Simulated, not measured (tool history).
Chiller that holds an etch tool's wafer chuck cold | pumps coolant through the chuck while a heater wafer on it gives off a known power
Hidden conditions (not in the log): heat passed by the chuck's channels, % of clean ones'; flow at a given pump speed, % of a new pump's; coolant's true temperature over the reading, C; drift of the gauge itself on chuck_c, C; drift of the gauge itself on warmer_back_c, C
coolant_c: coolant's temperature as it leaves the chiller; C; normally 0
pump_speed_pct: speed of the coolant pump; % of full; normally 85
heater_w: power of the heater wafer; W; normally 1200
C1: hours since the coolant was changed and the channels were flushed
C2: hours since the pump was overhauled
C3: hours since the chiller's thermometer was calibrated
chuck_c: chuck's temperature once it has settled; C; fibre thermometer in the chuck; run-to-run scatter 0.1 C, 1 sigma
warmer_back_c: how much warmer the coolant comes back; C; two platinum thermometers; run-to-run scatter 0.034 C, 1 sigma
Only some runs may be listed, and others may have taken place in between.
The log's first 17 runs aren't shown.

run 18 hour=1286.5 | coolant_c=1 pump_speed_pct=67 heater_w=677 | C1=3023 C2=1750 C3=5708 | chuck_c=8.3 warmer_back_c=3.95
-- hour=1348 chiller's thermometer calibrated
run 19 hour=1382.3 | coolant_c=1 pump_speed_pct=67 heater_w=677 | C1=3118 C2=1844 C3=34 | chuck_c=8.5 warmer_back_c=3.95
run 20 hour=1438.3 | coolant_c=1 pump_speed_pct=67 heater_w=677 | C1=3174 C2=1900 C3=90 | chuck_c=8.5 warmer_back_c=3.99
run 21 hour=1544.7 | coolant_c=7 pump_speed_pct=75 heater_w=1200 | C1=3280 C2=2007 C3=197 | chuck_c=18.9 warmer_back_c=6.08
run 22 hour=1631.7 | coolant_c=-4 pump_speed_pct=84 heater_w=709 | C1=3367 C2=2094 C3=284 | chuck_c=2.3 warmer_back_c=3.32
run 23 hour=1708 | coolant_c=4 pump_speed_pct=85 heater_w=635 | C1=3443 C2=2170 C3=360 | chuck_c=9.7 warmer_back_c=2.98
-- hour=1746.6 gauge calibrated
run 24 hour=1807.5 | coolant_c=9 pump_speed_pct=60 heater_w=1200 | C1=3543 C2=2270 C3=460 | chuck_c=23.6 warmer_back_c=7.34
run 25 hour=1868.4 | coolant_c=-3 pump_speed_pct=60 heater_w=1200 | C1=3604 C2=2331 C3=520 | chuck_c=11.7 warmer_back_c=7.39
run 26 hour=1921 | coolant_c=-3 pump_speed_pct=60 heater_w=1200 | C1=3656 C2=2383 C3=573 | chuck_c=11.4 warmer_back_c=7.27
run 27 hour=2002.9 | coolant_c=-3 pump_speed_pct=60 heater_w=1200 | C1=3738 C2=2465 C3=655 | chuck_c=11.6 warmer_back_c=7.41
run 28 hour=2066.6 | coolant_c=-3 pump_speed_pct=70 heater_w=1303 | C1=3802 C2=2529 C3=719 | chuck_c=10.7 warmer_back_c=6.82
run 29 hour=2167.4 | coolant_c=-3 pump_speed_pct=70 heater_w=1303 | C1=3903 C2=2630 C3=819 | chuck_c=10.7 warmer_back_c=6.79
run 30 hour=2232.3 | coolant_c=-1 pump_speed_pct=69 heater_w=900 | C1=3968 C2=2694 C3=884 | chuck_c=8.8 warmer_back_c=4.83

Each row is a separate what-if for the run after 30, all from the same tool condition, not one after another. Results?
run A hour=2339.1 | coolant_c=5 pump_speed_pct=87 heater_w=727 | C1=4074 C2=2801 C3=991 | chuck_c=? warmer_back_c=?
run B hour=2339.1 | coolant_c=5 pump_speed_pct=85 heater_w=615 | C1=4074 C2=2801 C3=991 | chuck_c=? warmer_back_c=?
run C hour=2339.1 | coolant_c=4 pump_speed_pct=85 heater_w=1217 | C1=4074 C2=2801 C3=991 | chuck_c=? warmer_back_c=?
run D hour=2339.1 | coolant_c=6 pump_speed_pct=79 heater_w=1199 | C1=4074 C2=2801 C3=991 | chuck_c=? warmer_back_c=?

run=A chuck_c=11.3 warmer_back_c=3.09
run=B chuck_c=10.4 warmer_back_c=2.7
run=C chuck_c=14.8 warmer_back_c=5.27
run=D chuck_c=17.4 warmer_back_c=5.57
The same runs, with their run-to-run variation unchanged, on a tool lacking any hidden condition would have given:
run=A chuck_c=11.3 warmer_back_c=2.97
run=B chuck_c=10.4 warmer_back_c=2.58
run=C chuck_c=14.8 warmer_back_c=5.15
run=D chuck_c=17.4 warmer_back_c=5.44

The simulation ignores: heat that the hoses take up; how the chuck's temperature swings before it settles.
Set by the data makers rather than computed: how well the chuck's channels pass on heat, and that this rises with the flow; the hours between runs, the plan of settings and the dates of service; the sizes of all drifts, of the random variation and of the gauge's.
